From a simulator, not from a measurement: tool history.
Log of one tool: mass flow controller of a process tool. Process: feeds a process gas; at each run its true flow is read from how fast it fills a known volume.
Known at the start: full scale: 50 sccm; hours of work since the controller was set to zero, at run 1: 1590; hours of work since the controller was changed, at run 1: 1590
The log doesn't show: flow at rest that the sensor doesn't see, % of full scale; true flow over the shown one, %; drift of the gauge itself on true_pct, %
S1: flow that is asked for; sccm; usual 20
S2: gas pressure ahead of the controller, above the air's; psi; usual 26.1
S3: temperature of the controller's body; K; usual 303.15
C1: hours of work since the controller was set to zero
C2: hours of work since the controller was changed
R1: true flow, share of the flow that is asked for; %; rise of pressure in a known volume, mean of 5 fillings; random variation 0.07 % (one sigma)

run    hour  S1    S2      S3    C1    C2      R1
  1       0  20  26.1  303.15  1590  1590   98.75
  2    69.5  20  26.1  311.15  1628  1628   99.72
  3   158.9  20  26.1  311.15  1676  1676   99.71
  4   203.6   8  26.1  311.15  1700  1700   98.35
  5     275  20  26.1  303.15  1739  1739   98.63
  6   344.5  20  26.1  303.15  1776  1776    98.8
  7   433.5  20  26.1  303.15  1824  1824    98.8
  8   494.6  20  26.1  303.15  1858  1858   98.79
  9   583.8  20  26.1  300.15  1906  1906   98.39
 10   654.6  17  35.7  304.15  1944  1944   98.44
 11   717.1  26  28.1  299.15  1978  1978   98.75
 12   789.6  20  31.6  302.15  2017  2017   98.49
 13   879.9  11  26.1  297.15  2066  2066   97.07
 14   949.3  20  26.1  293.15  2103  2103   97.67
 15  1032.3  46  27.1  305.15  2148  2148  100.92
 16  1104.1  44  26.1  303.15  2187  2187   100.7
 17  1197.3  16  26.7  294.15  2237  2237   97.44

Some steps in R1 between neighbouring runs. How much of each would the tool show without its hidden state too (settings, what came in, random variation), and how much is left for the hidden state, with any gauge scatter that isn't in both results?
Run 3 -> 4: S1 20 -> 8. R1 -1.36 %: hidden state -0.72, all else -0.64.
Run 16 -> 17: S1 44 -> 16, S2 26.1 -> 26.7, S3 303.15 -> 294.15. R1 -3.26 %: hidden state -0.46, all else -2.8.

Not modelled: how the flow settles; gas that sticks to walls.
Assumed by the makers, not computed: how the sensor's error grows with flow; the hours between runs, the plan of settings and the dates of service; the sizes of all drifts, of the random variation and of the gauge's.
